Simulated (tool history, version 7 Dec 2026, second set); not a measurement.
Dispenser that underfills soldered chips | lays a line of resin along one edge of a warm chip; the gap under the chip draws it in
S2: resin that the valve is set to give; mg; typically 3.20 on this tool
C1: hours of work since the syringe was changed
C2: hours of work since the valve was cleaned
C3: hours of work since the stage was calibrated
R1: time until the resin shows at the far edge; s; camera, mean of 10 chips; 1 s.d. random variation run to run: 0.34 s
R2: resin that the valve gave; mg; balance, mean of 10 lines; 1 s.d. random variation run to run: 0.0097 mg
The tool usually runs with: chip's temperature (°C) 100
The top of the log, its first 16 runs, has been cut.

-- hour=79.4 new syringe of resin
run 17 hour=79.6 | chip's_temperature_(°C)=100 S2=3.20 | C1=0 C2=23 C3=69 | R1=16.1 R2=3.144
run 18 hour=85.4 | chip's_temperature_(°C)=100 S2=3.20 | C1=5 C2=28 C3=73 | R1=19.2 R2=3.133
-- hour=88.3 new syringe of resin
run 19 hour=91.4 | chip's_temperature_(°C)=100 S2=3.20 | C1=2 C2=32 C3=78 | R1=17.8 R2=3.115
-- hour=97.4 new syringe of resin
run 20 hour=97.4 | chip's_temperature_(°C)=114 S2=4.10 | C1=0 C2=36 C3=82 | R1=9.8 R2=4.009
run 21 hour=104.2 | chip's_temperature_(°C)=111 S2=2.77 | C1=5 C2=42 C3=87 | R1=14.4 R2=2.676
-- hour=106.5 new syringe of resin
run 22 hour=110.8 | chip's_temperature_(°C)=111 S2=2.77 | C1=3 C2=47 C3=92 | R1=13.2 R2=2.690
-- hour=115.8 new syringe of resin
run 23 hour=117.0 | chip's_temperature_(°C)=111 S2=2.77 | C1=1 C2=51 C3=97 | R1=12.2 R2=2.674
run 24 hour=120.9 | chip's_temperature_(°C)=99 S2=3.01 | C1=4 C2=54 C3=100 | R1=20.2 R2=2.891
run 25 hour=123.8 | chip's_temperature_(°C)=109 S2=3.05 | C1=6 C2=56 C3=102 | R1=16.1 R2=2.931
-- hour=125.3 new syringe of resin
run 26 hour=130.3 | chip's_temperature_(°C)=97 S2=2.95 | C1=4 C2=61 C3=107 | R1=22.0 R2=2.809

For run 27, what comes out?
run 27 hour=133.6 | chip's_temperature_(°C)=89 S2=3.82 | C1=6 C2=64 C3=109 | R1=? R2=?

Logged for run 27: R1 30.8 s, R2 3.657 mg.
On a tool with no hidden condition, and with the same random variation, this run would have come out at R1 24.2 s, R2 3.820 mg.

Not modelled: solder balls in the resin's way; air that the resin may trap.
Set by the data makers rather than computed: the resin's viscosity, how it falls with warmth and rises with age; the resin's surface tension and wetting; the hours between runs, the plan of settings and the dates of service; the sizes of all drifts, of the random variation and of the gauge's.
